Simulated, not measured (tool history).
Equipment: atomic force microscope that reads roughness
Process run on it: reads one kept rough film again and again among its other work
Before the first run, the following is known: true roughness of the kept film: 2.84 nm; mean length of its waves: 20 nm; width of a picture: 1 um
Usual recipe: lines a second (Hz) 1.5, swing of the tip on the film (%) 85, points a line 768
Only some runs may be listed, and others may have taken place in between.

run	day	lines a second (Hz)	swing of the tip on the film (%)	points a line	roughness of the kept film (nm (root mean square))
1	0	1.5	85	768	2.09
2	1.025	3.83	85	768	1.651
# day 2.25: new tip fitted
3	3.467	0.57	85	768	2.097
4	4.967	0.57	85	768	1.828
# day 5.562: new tip fitted
5	6.125	1.5	85	322	2.097
6	7.329	1.5	85	322	1.854
# day 8.867: new tip fitted
7	9.583	1.5	85	322	2.111
8	11.504	1.5	86	768	1.745
# day 12.133: new tip fitted
9	12.838	1.5	86	768	2.115
10	14.296	1.5	85	769	1.831
# day 15.471: new tip fitted
11	16.362	1.5	85	769	2.059
12	17.704	1.5	85	769	1.803
# day 18.733: new tip fitted
13	19.471	1.5	85	769	2.11
14	21.858	1.5	85	769	1.683
# day 22.096: new tip fitted
15	24.029	1.5	85	769	1.911
16	25.129	2.08	85	768	1.661
# day 25.338: new tip fitted
# day 25.379: height scale calibrated on a step standard
17	26.65	2.08	85	768	1.944
# day 28.642: new tip fitted
18	28.717	2.08	85	640	2.206

For run 19, what comes out?
19	29.75	1.5	82	884	?

{"run 19": {"roughness of the kept film (nm (root mean square))": 2.055}}
The same run, on a tool lacking any hidden state, would have yielded roughness of the kept film (nm (root mean square)) 2.291.
